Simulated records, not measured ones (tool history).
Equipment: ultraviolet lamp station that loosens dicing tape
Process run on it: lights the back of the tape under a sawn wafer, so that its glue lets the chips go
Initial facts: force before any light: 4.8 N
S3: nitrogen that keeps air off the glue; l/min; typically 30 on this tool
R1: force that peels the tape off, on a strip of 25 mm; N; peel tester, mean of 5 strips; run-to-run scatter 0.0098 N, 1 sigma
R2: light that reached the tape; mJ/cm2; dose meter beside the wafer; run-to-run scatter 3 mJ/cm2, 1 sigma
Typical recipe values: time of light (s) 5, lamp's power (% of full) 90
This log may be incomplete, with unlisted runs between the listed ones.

Run 1, day 0.000: usual settings. Result: R1 0.514 N, R2 412 mJ/cm2.
Run 2, day 0.429: usual settings. Result: R1 0.494 N, R2 412 mJ/cm2.
Run 3, day 1.008: usual settings. Result: R1 0.536 N, R2 414 mJ/cm2.
Run 4, day 1.683: usual settings but S3 19 l/min. Result: R1 0.720 N, R2 409 mJ/cm2.
Run 5, day 2.312: usual settings but S3 19 l/min. Result: R1 0.725 N, R2 407 mJ/cm2.
Run 6, day 2.871: usual settings but lamp's power (% of full) 74. Result: R1 0.757 N, R2 329 mJ/cm2.
Run 7, day 3.725: usual settings but S3 49 l/min. Result: R1 0.388 N, R2 405 mJ/cm2.
Run 8, day 4.425: usual settings but S3 49 l/min. Result: R1 0.373 N, R2 398 mJ/cm2.
Run 9, day 4.888: usual settings. Result: R1 0.546 N, R2 397 mJ/cm2.
Run 10, day 5.738: usual settings but S3 27 l/min. Result: R1 0.611 N, R2 393 mJ/cm2.
Run 11, day 6.283: usual settings. Result: R1 0.551 N, R2 394 mJ/cm2.
Run 12, day 7.100: usual settings. Result: R1 0.556 N, R2 390 mJ/cm2.
At day 7.188: window cleaned of glue's vapour.
Run 13, day 7.771: usual settings. Result: R1 0.579 N, R2 387 mJ/cm2.
Run 14, day 8.450: usual settings. Result: R1 0.580 N, R2 384 mJ/cm2.
Run 15, day 9.092: usual settings. Result: R1 0.580 N, R2 381 mJ/cm2.
Run 16, day 9.850: usual settings. Result: R1 0.613 N, R2 382 mJ/cm2.
At day 10.600: window cleaned of glue's vapour, once more.
Run 17, day 10.654: usual settings but lamp's power (% of full) 73. Result: R1 0.778 N, R2 321 mJ/cm2.
Run 18, day 11.442: usual settings but lamp's power (% of full) 73. Result: R1 0.824 N, R2 320 mJ/cm2.
Run 19, day 12.321: usual settings but time of light (s) 6. Result: R1 0.400 N, R2 466 mJ/cm2.
Run 20, day 12.954: usual settings. Result: R1 0.596 N, R2 387 mJ/cm2.
Run 21, day 13.321: usual settings. Result: R1 0.591 N, R2 389 mJ/cm2.
Run 22, day 13.867: usual settings. Result: R1 0.569 N, R2 383 mJ/cm2.
Run 23, day 14.267: usual settings but lamp's power (% of full) 68, S3 46 l/min. Result: R1 0.720 N, R2 289 mJ/cm2.
Run 24, day 14.821: usual settings but lamp's power (% of full) 60, S3 57 l/min. Result: R1 0.838 N, R2 258 mJ/cm2.
Run 25, day 15.425: usual settings but time of light (s) 10, lamp's power (% of full) 86, S3 13 l/min. Result: R1 0.337 N, R2 731 mJ/cm2.
Run 26, day 16.033: usual settings but time of light (s) 7, lamp's power (% of full) 99, S3 13 l/min. Result: R1 0.503 N, R2 585 mJ/cm2.
Run 27, day 16.704: usual settings but time of light (s) 7, lamp's power (% of full) 99, S3 13 l/min. Result: R1 0.510 N, R2 579 mJ/cm2.
Run 28, day 17.483: usual settings but lamp's power (% of full) 62, S3 37 l/min. Result: R1 1.024 N, R2 257 mJ/cm2.
Run 29, day 18.008: usual settings but time of light (s) 4, S3 18 l/min. Result: R1 1.177 N, R2 297 mJ/cm2.
Run 30, day 18.462: usual settings but time of light (s) 3, lamp's power (% of full) 70, S3 38 l/min. Result: R1 1.608 N, R2 171 mJ/cm2.
Run 31, day 19.212: usual settings but time of light (s) 3, lamp's power (% of full) 98, S3 38 l/min. Result: R1 1.106 N, R2 242 mJ/cm2.
Run 32, day 19.775: usual settings but time of light (s) 3, lamp's power (% of full) 98, S3 38 l/min. Result: R1 1.122 N, R2 242 mJ/cm2.
Run 33, day 20.446: usual settings but time of light (s) 3, lamp's power (% of full) 98, S3 38 l/min. Result: R1 1.113 N, R2 236 mJ/cm2.
Run 34, day 21.062: usual settings but time of light (s) 3, lamp's power (% of full) 87, S3 22 l/min. Result: R1 1.610 N, R2 210 mJ/cm2.
Run 35, day 21.762: usual settings but time of light (s) 3, lamp's power (% of full) 87, S3 24 l/min. Result: R1 1.602 N, R2 206 mJ/cm2.
Run 36, day 22.458: usual settings but time of light (s) 3, lamp's power (% of full) 87, S3 24 l/min. Result: R1 1.659 N, R2 210 mJ/cm2.
Run 37, day 22.829: usual settings but time of light (s) 3, lamp's power (% of full) 83, S3 13 l/min. Result: R1 2.110 N, R2 200 mJ/cm2.
Run 38, day 23.654: usual settings but time of light (s) 7, lamp's power (% of full) 96, S3 14 l/min. Result: R1 0.570 N, R2 529 mJ/cm2.
Run 39, day 24.204: usual settings but time of light (s) 7, lamp's power (% of full) 96, S3 14 l/min. Result: R1 0.580 N, R2 519 mJ/cm2.
Run 40, day 24.608: usual settings but time of light (s) 7, lamp's power (% of full) 96, S3 14 l/min. Result: R1 0.580 N, R2 528 mJ/cm2.
Run 41, day 25.138: usual settings but time of light (s) 3, lamp's power (% of full) 96, S3 11 l/min. Result: R1 2.052 N, R2 224 mJ/cm2.
Run 42, day 25.658: usual settings but lamp's power (% of full) 68, S3 13 l/min. Result: R1 1.714 N, R2 260 mJ/cm2.
Run 43, day 26.029: usual settings but lamp's power (% of full) 68, S3 13 l/min. Result: R1 1.675 N, R2 257 mJ/cm2.
Run 44, day 26.496: usual settings but lamp's power (% of full) 64, S3 13 l/min. Result: R1 1.756 N, R2 246 mJ/cm2.

Below are 3 alternative next runs, each starting from the tool's condition after run 44. Predict each:
Run A, day 26.925: usual settings but S3 11 l/min. Result: R1 ?, R2 ?.
Run B, day 26.925: usual settings but S3 9 l/min. Result: R1 ?, R2 ?.
Run C, day 26.925: usual settings but time of light (s) 3, lamp's power (% of full) 94, S3 25 l/min. Result: R1 ?, R2 ?.

run     R1   R2
  A  1.335  347
  B  1.403  341
  C  1.536  217
What these runs would have given with no unlogged condition in the tool:
run     R1   R2
  A  0.888  462
  B  0.955  456
  C  1.067  288

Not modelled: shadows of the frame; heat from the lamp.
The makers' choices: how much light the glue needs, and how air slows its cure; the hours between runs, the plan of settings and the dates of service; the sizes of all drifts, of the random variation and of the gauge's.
